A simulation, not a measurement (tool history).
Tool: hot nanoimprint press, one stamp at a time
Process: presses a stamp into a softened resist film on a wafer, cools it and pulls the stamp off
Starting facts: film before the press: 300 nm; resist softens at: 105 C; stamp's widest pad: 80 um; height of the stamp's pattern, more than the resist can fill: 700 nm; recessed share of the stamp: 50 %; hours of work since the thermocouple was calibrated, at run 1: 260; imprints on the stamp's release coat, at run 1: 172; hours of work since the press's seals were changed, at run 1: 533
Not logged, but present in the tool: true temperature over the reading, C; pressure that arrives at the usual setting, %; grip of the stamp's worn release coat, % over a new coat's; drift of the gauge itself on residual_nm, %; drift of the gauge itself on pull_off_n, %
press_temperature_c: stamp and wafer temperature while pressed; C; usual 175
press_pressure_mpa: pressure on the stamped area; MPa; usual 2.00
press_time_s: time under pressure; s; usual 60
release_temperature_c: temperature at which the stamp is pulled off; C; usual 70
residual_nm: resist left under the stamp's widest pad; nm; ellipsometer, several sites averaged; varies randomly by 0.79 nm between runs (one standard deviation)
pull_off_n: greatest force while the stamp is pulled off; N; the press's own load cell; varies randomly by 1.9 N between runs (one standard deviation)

run   hour  press_temperature_c  press_pressure_mpa  press_time_s  release_temperature_c  hours of work since the thermocouple was calibrated  imprints on the stamp's release coat  hours of work since the press's seals were changed  residual_nm  pull_off_n
  1    0.0                  175                2.00            60                     70                                                  260                                   172                                                 533        120.7         160
      11.4  -- press's hydraulic seals changed and the load cell set to zero
  2   23.3                  172                2.00            60                     70                                                  271                                   227                                                   9        136.2         161
  3   41.9                  172                2.00            60                     70                                                  284                                   293                                                  22        136.1         160
  4   62.9                  175                2.00            60                     70                                                  299                                   369                                                  37        118.4         162
  5   74.1                  175                2.00            60                     70                                                  308                                   409                                                  45        118.3         163
  6   96.4                  175                2.00           109                     70                                                  324                                   488                                                  61         93.1         163
  7  114.1                  175                2.00            60                     69                                                  336                                   552                                                  74        117.5         172
  8  127.8                  175                2.00            60                     70                                                  346                                   601                                                  84        115.2         164
  9  139.1                  175                2.00            60                     70                                                  354                                   641                                                  92        118.2         170
 10  156.5                  175                2.00            60                     70                                                  367                                   703                                                 104        116.5         167
 11  173.5                  175                2.00            60                     70                                                  379                                   764                                                 116        116.4         171
 12  187.9                  175                2.92            60                     70                                                  389                                   816                                                 127         95.3         166
 13  202.6                  175                2.00            60                     68                                                  400                                   868                                                 137        115.3         175
     207.7  -- plate thermocouple calibrated
 14  221.6                  175                2.04            60                     70                                                   10                                   925                                                 149        109.0         167
 15  243.3                  175                2.00            72                     70                                                   26                                  1003                                                 164        103.3         166
 16  254.0                  168                2.00            60                     66                                                   33                                  1041                                                 172        156.0         183
 17  267.1                  168                2.00            60                     66                                                   43                                  1088                                                 181        154.3         186
     273.8  -- plate thermocouple calibrated, once more
 18  286.3                  182                1.44            93                     66                                                    9                                  1146                                                 193         89.6         199
 19  300.8                  172                2.00            60                     70                                                   19                                  1198                                                 203        144.4         186
     318.8  -- stamp cleaned and given a new release coat
 20  319.4                  172                2.16            60                     70                                                   28                                     2                                                 212        139.7         160
 21  333.5                  172                2.59            60                     70                                                   39                                    52                                                 223        127.4         159
 22  356.2                  185                3.03            34                     77                                                   55                                   134                                                 239         79.3         137
 23  366.1                  185                3.03            34                     77                                                   62                                   169                                                 246         79.4         132
 24  379.7                  164                1.80            73                     66                                                   72                                   218                                                 256        198.7         182
 25  400.0                  176                2.00            91                     70                                                   86                                   290                                                 270         99.5         165
 26  415.3                  175                2.00            60                     60                                                   97                                   345                                                 281        123.1         207
 27  437.3                  169                2.11            60                     70                                                  113                                   424                                                 297        160.6         168
 28  447.4                  175                2.00            90                     70                                                  120                                   460                                                 304        105.7         167
 29  462.0                  175                2.00            90                     70                                                  131                                   512                                                 315        105.1         170
 30  479.5                  175                1.61            90                     69                                                  143                                   575                                                 327        118.3         173

Measured minus without-hidden-state, run by run (identical run-to-run variation in each term; gauge scatter may differ):
run  residual_nm  pull_off_n
  1         -5.0          -2
  2         -8.9          -2
  3         -9.3          -1
  4         -8.4          +0
  5         -8.5          +1
  6         -7.4          +2
  7         -9.2          +3
  8         -9.3          +3
  9         -9.4          +4
 10         -9.6          +5
 11         -9.9          +5
 12         -8.4          +6
 13        -10.2          +8
 14        -14.5          +4
 15        -14.3          +6
 16        -20.3          +7
 17        -20.5          +9
 18         -0.2         +22
 19         -0.4         +20
 20         -0.5          -1
 21         -0.4          -1
 22         +0.1          +1
 23         +0.0          +0
 24         -2.4          +3
 25         -1.4          +2
 26         -1.9          +5
 27         -2.9          +5
 28         -2.2          +5
 29         -2.3          +6
 30         -3.1          +7
